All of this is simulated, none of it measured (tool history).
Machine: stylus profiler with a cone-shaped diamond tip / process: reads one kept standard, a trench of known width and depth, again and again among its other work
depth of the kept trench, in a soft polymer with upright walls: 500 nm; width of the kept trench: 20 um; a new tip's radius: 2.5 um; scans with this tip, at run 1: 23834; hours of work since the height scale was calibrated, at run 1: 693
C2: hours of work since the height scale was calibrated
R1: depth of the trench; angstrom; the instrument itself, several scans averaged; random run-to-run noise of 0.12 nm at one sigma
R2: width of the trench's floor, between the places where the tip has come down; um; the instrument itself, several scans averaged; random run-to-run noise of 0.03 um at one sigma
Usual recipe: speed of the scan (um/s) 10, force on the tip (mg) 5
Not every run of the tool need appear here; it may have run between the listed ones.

run 1 hour=0 | speed_of_the_scan_(um/s)=10 force_on_the_tip_(mg)=5 | scans_with_this_tip=23834 C2=693 | R1=5060.7 R2=15.41
run 2 hour=58.6 | speed_of_the_scan_(um/s)=10 force_on_the_tip_(mg)=5 | scans_with_this_tip=24127 C2=728 | R1=5060.9 R2=15.42
run 3 hour=160.1 | speed_of_the_scan_(um/s)=10 force_on_the_tip_(mg)=5 | scans_with_this_tip=24634 C2=790 | R1=5061.1 R2=15.4
run 4 hour=225.6 | speed_of_the_scan_(um/s)=10 force_on_the_tip_(mg)=5 | scans_with_this_tip=24961 C2=830 | R1=5061.1 R2=15.35
run 5 hour=313.3 | speed_of_the_scan_(um/s)=36 force_on_the_tip_(mg)=5 | scans_with_this_tip=25400 C2=884 | R1=5062.8 R2=15.21
-- hour=322.3 height scale calibrated on a step standard
run 6 hour=413.9 | speed_of_the_scan_(um/s)=2 force_on_the_tip_(mg)=1.8 | scans_with_this_tip=25901 C2=56 | R1=5043 R2=15.3
run 7 hour=533 | speed_of_the_scan_(um/s)=5 force_on_the_tip_(mg)=1.8 | scans_with_this_tip=26495 C2=129 | R1=5043.9 R2=15.27
run 8 hour=601.8 | speed_of_the_scan_(um/s)=4 force_on_the_tip_(mg)=8.9 | scans_with_this_tip=26839 C2=171 | R1=5095.6 R2=15.27

The next listed run, before its measurement:
-- hour=639.2 new tip fitted, height scale calibrated
run 9 hour=682.5 | speed_of_the_scan_(um/s)=7 force_on_the_tip_(mg)=2.1 | scans_with_this_tip=216 C2=26 | R1=? R2=?

{"run 9": {"R1": 5033.5, "R2": 16.89}}
With no hidden state in the tool, this same run would have given R1 5033.3 angstrom, R2 16.96 um.
